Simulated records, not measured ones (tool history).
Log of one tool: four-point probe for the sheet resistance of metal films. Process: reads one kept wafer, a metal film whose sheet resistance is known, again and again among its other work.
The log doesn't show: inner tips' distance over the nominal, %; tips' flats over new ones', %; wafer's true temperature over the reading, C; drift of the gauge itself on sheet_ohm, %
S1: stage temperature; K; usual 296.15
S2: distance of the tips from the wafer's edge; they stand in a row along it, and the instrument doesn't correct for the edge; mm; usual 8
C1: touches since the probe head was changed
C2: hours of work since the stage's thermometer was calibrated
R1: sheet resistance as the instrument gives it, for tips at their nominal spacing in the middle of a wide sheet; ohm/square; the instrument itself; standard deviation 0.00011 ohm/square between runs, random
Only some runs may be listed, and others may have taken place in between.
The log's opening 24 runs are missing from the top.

run 25 hour=2431.0 | S1=302.15 S2=6 | C1=67510 C2=1537 | R1=0.531709
run 26 hour=2573.5 | S1=300.15 S2=17 | C1=70956 C2=1615 | R1=0.525861
run 27 hour=2660.2 | S1=303.15 S2=22 | C1=73052 C2=1663 | R1=0.524377
run 28 hour=2740.4 | S1=294.15 S2=24 | C1=74991 C2=1707 | R1=0.527507
run 29 hour=2847.8 | S1=299.15 S2=7 | C1=77587 C2=1766 | R1=0.531069
run 30 hour=2922.4 | S1=298.15 S2=21 | C1=79391 C2=1807 | R1=0.526347
run 31 hour=3005.9 | S1=298.15 S2=21 | C1=81411 C2=1853 | R1=0.526401
run 32 hour=3112.4 | S1=303.15 S2=5 | C1=83986 C2=1912 | R1=0.534988
run 33 hour=3216.0 | S1=303.15 S2=5 | C1=86491 C2=1969 | R1=0.535331
run 34 hour=3323.0 | S1=297.15 S2=6 | C1=89078 C2=2027 | R1=0.534047
run 35 hour=3407.6 | S1=297.15 S2=6 | C1=91124 C2=2074 | R1=0.534139
run 36 hour=3552.1 | S1=306.15 S2=37 | C1=94617 C2=2154 | R1=0.523737
run 37 hour=3628.1 | S1=306.15 S2=37 | C1=96454 C2=2195 | R1=0.523641
-- hour=3683.3 stage's thermometer calibrated
run 38 hour=3749.6 | S1=292.15 S2=6 | C1=99380 C2=36 | R1=0.536864
run 39 hour=3843.5 | S1=292.15 S2=74 | C1=101651 C2=88 | R1=0.529058
run 40 hour=3903.6 | S1=291.15 S2=42 | C1=103103 C2=121 | R1=0.529570
run 41 hour=4031.7 | S1=291.15 S2=42 | C1=106201 C2=192 | R1=0.529669
run 42 hour=4119.2 | S1=304.15 S2=10 | C1=108318 C2=240 | R1=0.527656
run 43 hour=4259.6 | S1=296.15 S2=7 | C1=111713 C2=317 | R1=0.533503
run 44 hour=4325.0 | S1=304.15 S2=8 | C1=113293 C2=353 | R1=0.529587

Branching from run 44: 5 alternative next runs. What would each branch give?
run A hour=4415.2 | S1=300.15 S2=15 | C1=115475 C2=403 | R1=?
run B hour=4415.2 | S1=306.15 S2=42 | C1=115475 C2=403 | R1=?
run C hour=4415.2 | S1=296.15 S2=26 | C1=115475 C2=403 | R1=?
run D hour=4415.2 | S1=297.15 S2=36 | C1=115475 C2=403 | R1=?
run E hour=4415.2 | S1=299.15 S2=8 | C1=115475 C2=403 | R1=?

run=A R1=0.527783
run=B R1=0.524922
run=C R1=0.528248
run=D R1=0.527723
run=E R1=0.531301
Take away the tool's hidden state, keep each run's random variation, and the runs would have read:
run=A R1=0.523550
run=B R1=0.520710
run=C R1=0.524013
run=D R1=0.523491
run=E R1=0.527043
